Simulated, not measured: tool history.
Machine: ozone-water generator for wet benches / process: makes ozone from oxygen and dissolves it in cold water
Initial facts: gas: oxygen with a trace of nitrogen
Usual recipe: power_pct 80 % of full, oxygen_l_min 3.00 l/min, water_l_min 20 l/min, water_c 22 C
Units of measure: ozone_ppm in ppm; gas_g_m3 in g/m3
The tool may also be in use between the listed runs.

Run 1, hour 0.0: usual settings. Result: ozone_ppm 10.3 ppm, gas_g_m3 199.2 g/m3.
Run 2, hour 44.2: usual settings. Result: ozone_ppm 10.5 ppm, gas_g_m3 197.6 g/m3.
Run 3, hour 76.7: usual settings. Result: ozone_ppm 10.1 ppm, gas_g_m3 197.0 g/m3.
At hour 84.2: water thermometer calibrated.
Run 4, hour 118.0: usual settings. Result: ozone_ppm 10.5 ppm, gas_g_m3 197.9 g/m3.
Run 5, hour 168.1: usual settings but power_pct 91 % of full. Result: ozone_ppm 11.1 ppm, gas_g_m3 210.1 g/m3.
Run 6, hour 244.7: usual settings but power_pct 91 % of full. Result: ozone_ppm 11.1 ppm, gas_g_m3 210.8 g/m3.
Run 7, hour 301.7: usual settings but power_pct 65 % of full, water_l_min 15 l/min. Result: ozone_ppm 12.3 ppm, gas_g_m3 177.7 g/m3.
Run 8, hour 350.5: usual settings but power_pct 65 % of full, water_l_min 15 l/min. Result: ozone_ppm 12.2 ppm, gas_g_m3 176.2 g/m3.
Run 9, hour 385.2: usual settings but power_pct 77 % of full, oxygen_l_min 2.93 l/min, water_l_min 25 l/min, water_c 24 C. Result: ozone_ppm 7.6 ppm, gas_g_m3 194.6 g/m3.
Run 10, hour 433.3: usual settings but power_pct 77 % of full, oxygen_l_min 2.93 l/min, water_l_min 25 l/min, water_c 24 C. Result: ozone_ppm 7.5 ppm, gas_g_m3 193.0 g/m3.

Some steps in ozone_ppm between neighbouring runs. How much of each would the tool show without its hidden state too (settings, what came in, random variation), and how much is left for the hidden state, with any gauge scatter that isn't in both results?
Hidden conditions of the tool in this case: yield of the discharge, % of new electrodes'; contactor's efficiency, % of a clean one's; true water temperature over the reading, C; drift of the gauge itself on ozone_ppm, %; drift of the gauge itself on gas_g_m3, %.
Run 8 -> 9: power_pct 65 -> 77, oxygen_l_min 3.00 -> 2.93, water_l_min 15 -> 25, water_c 22 -> 24. ozone_ppm -4.6 ppm: hidden state +0.6, all else -5.2.
